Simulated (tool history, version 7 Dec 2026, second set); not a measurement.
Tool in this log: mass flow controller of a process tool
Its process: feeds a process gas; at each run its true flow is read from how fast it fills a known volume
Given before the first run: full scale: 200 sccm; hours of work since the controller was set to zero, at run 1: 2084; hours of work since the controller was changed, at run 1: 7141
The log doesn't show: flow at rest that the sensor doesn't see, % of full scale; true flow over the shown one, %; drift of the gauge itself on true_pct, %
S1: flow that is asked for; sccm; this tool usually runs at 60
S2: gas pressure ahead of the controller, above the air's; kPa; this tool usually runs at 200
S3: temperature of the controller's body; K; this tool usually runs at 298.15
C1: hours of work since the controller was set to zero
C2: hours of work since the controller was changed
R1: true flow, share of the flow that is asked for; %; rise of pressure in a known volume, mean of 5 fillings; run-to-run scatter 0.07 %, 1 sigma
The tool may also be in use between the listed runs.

Run 1, hour 0: usual settings; C1 2084; C2 7141. Result: R1 93.52 %.
Run 2, hour 388.5: usual settings; C1 2224; C2 7281. Result: R1 93.3 %.
Run 3, hour 916.4: usual settings but S2 141 kPa; C1 2414; C2 7471. Result: R1 92.66 %.
Run 4, hour 1473.1: usual settings; C1 2614; C2 7672. Result: R1 92.82 %.
Run 5, hour 1801.4: usual settings; C1 2733; C2 7790. Result: R1 92.54 %.
Run 6, hour 2125.9: usual settings but S3 312.15 K; C1 2850; C2 7907. Result: R1 93.85 %.
Run 7, hour 2667: usual settings but S3 312.15 K; C1 3045; C2 8102. Result: R1 93.47 %.
Run 8, hour 3080.7: usual settings but S3 312.15 K; C1 3194; C2 8251. Result: R1 93.45 %.
Run 9, hour 3503.4: usual settings but S1 77 sccm; C1 3346; C2 8404. Result: R1 92.9 %.
Run 10, hour 3981.6: usual settings but S1 77 sccm; C1 3518; C2 8576. Result: R1 92.71 %.
Run 11, hour 4505.8: usual settings but S1 77 sccm; C1 3707; C2 8765. Result: R1 92.43 %.
Run 12, hour 4763.2: usual settings but S1 87 sccm; C1 3800; C2 8858. Result: R1 92.79 %.
Run 13, hour 5222.9: usual settings but S1 87 sccm; C1 3966; C2 9023. Result: R1 92.71 %.
Run 14, hour 5670.8: usual settings but S2 215 kPa; C1 4127; C2 9185. Result: R1 90.9 %.
Run 15, hour 6224: usual settings but S1 81 sccm, S2 215 kPa; C1 4326; C2 9384. Result: R1 92.1 %.
Run 16, hour 6504.2: usual settings but S1 81 sccm, S2 215 kPa; C1 4427; C2 9485. Result: R1 92 %.
Run 17, hour 6932.2: usual settings but S1 81 sccm, S2 215 kPa; C1 4582; C2 9639. Result: R1 91.65 %.
Run 18, hour 7347.5: usual settings but S1 81 sccm, S2 215 kPa; C1 4731; C2 9789. Result: R1 91.65 %.
Run 19, hour 7596.9: usual settings but S2 199 kPa; C1 4821; C2 9879. Result: R1 89.89 %.
At hour 7974.1: controller's zero set anew.
Run 20, hour 8014: usual settings but S2 199 kPa; C1 14; C2 10029. Result: R1 88.92 %.
Run 21, hour 8399.9: usual settings but S2 199 kPa; C1 153; C2 10168. Result: R1 88.64 %.
Run 22, hour 8729.6: usual settings; C1 272; C2 10287. Result: R1 88.55 %.
Run 23, hour 9092.1: usual settings; C1 403; C2 10417. Result: R1 88.34 %.
At hour 9325.5: controller's zero set anew, once more.
Run 24, hour 9336.2: usual settings; C1 4; C2 10505. Result: R1 94.41 %.
Run 25, hour 9765.4: usual settings but S3 305.15 K; C1 159; C2 10660. Result: R1 95.15 %.
Run 26, hour 10155: usual settings but S1 169 sccm, S3 309.15 K; C1 299; C2 10800. Result: R1 97.15 %.
Run 27, hour 10562.2: usual settings but S1 169 sccm, S3 309.15 K; C1 446; C2 10947. Result: R1 97.14 %.
Run 28, hour 10957.5: usual settings but S1 160 sccm, S2 237 kPa, S3 299.15 K; C1 588; C2 11089. Result: R1 95.95 %.
Run 29, hour 11511.8: usual settings but S1 55 sccm, S2 169 kPa, S3 293.15 K; C1 788; C2 11289. Result: R1 92.74 %.
Run 30, hour 12039.3: usual settings but S1 55 sccm, S2 169 kPa, S3 293.15 K; C1 978; C2 11479. Result: R1 92.38 %.
Run 31, hour 12543.3: usual settings but S1 43 sccm, S2 198 kPa, S3 301.15 K; C1 1160; C2 11661. Result: R1 92.65 %.
Run 32, hour 12893: usual settings but S1 44 sccm, S2 261 kPa, S3 307.15 K; C1 1286; C2 11787. Result: R1 93.41 %.
Run 33, hour 13130.1: usual settings but S1 44 sccm, S2 261 kPa, S3 307.15 K; C1 1371; C2 11872. Result: R1 93.44 %.
Run 34, hour 13601.5: usual settings but S1 146 sccm, S2 181 kPa, S3 305.15 K; C1 1541; C2 12042. Result: R1 95.23 %.
Run 35, hour 14048.3: usual settings but S1 97 sccm; C1 1702; C2 12203. Result: R1 93.51 %.
Run 36, hour 14401.2: usual settings but S1 97 sccm; C1 1829; C2 12330. Result: R1 93.41 %.
Run 37, hour 14640.9: usual settings but S1 68 sccm; C1 1915; C2 12417. Result: R1 92.41 %.
Run 38, hour 14932.4: usual settings but S1 68 sccm; C1 2020; C2 12522. Result: R1 92.28 %.
Run 39, hour 15176.8: usual settings but S1 68 sccm; C1 2108; C2 12610. Result: R1 92.16 %.
Run 40, hour 15621.9: usual settings but S1 49 sccm, S3 300.15 K; C1 2269; C2 12770. Result: R1 91.19 %.
Run 41, hour 16125.7: usual settings but S1 46 sccm, S2 266 kPa, S3 297.15 K; C1 2450; C2 12952. Result: R1 90.75 %.
Run 42, hour 16525.5: usual settings but S1 88 sccm, S2 177 kPa, S3 302.15 K; C1 2594; C2 13096. Result: R1 92.92 %.
Run 43, hour 16975.8: usual settings but S1 20 sccm, S3 297.15 K; C1 2757; C2 13258. Result: R1 84.9 %.
Run 44, hour 17437.1: usual settings but S1 20 sccm, S3 297.15 K; C1 2923; C2 13424. Result: R1 84.45 %.
Run 45, hour 17948.5: usual settings but S1 20 sccm, S3 297.15 K; C1 3107; C2 13608. Result: R1 83.8 %.
Run 46, hour 18343.4: usual settings but S1 139 sccm, S2 188 kPa, S3 294.15 K; C1 3250; C2 13751. Result: R1 92.88 %.
Run 47, hour 18573.3: usual settings but S1 69 sccm, S2 197 kPa, S3 297.15 K; C1 3332; C2 13834. Result: R1 90.74 %.

3 options for the next run, each taken on its own from the tool as it stands now. Forecast them:
Run A, hour 18944.7: usual settings but S1 86 sccm, S2 236 kPa, S3 300.15 K; C1 3466; C2 13967. Result: R1 ?.
Run B, hour 18944.7: usual settings but S1 69 sccm, S2 166 kPa, S3 297.15 K; C1 3466; C2 13967. Result: R1 ?.
Run C, hour 18944.7: usual settings but S2 240 kPa, S3 295.15 K; C1 3466; C2 13967. Result: R1 ?.

run     R1
  A  92.07
  B   90.5
  C  90.07
The same runs, with their run-to-run variation unchanged, on a tool lacking any hidden condition would have given:
run     R1
  A  98.85
  B  97.85
  C  97.87
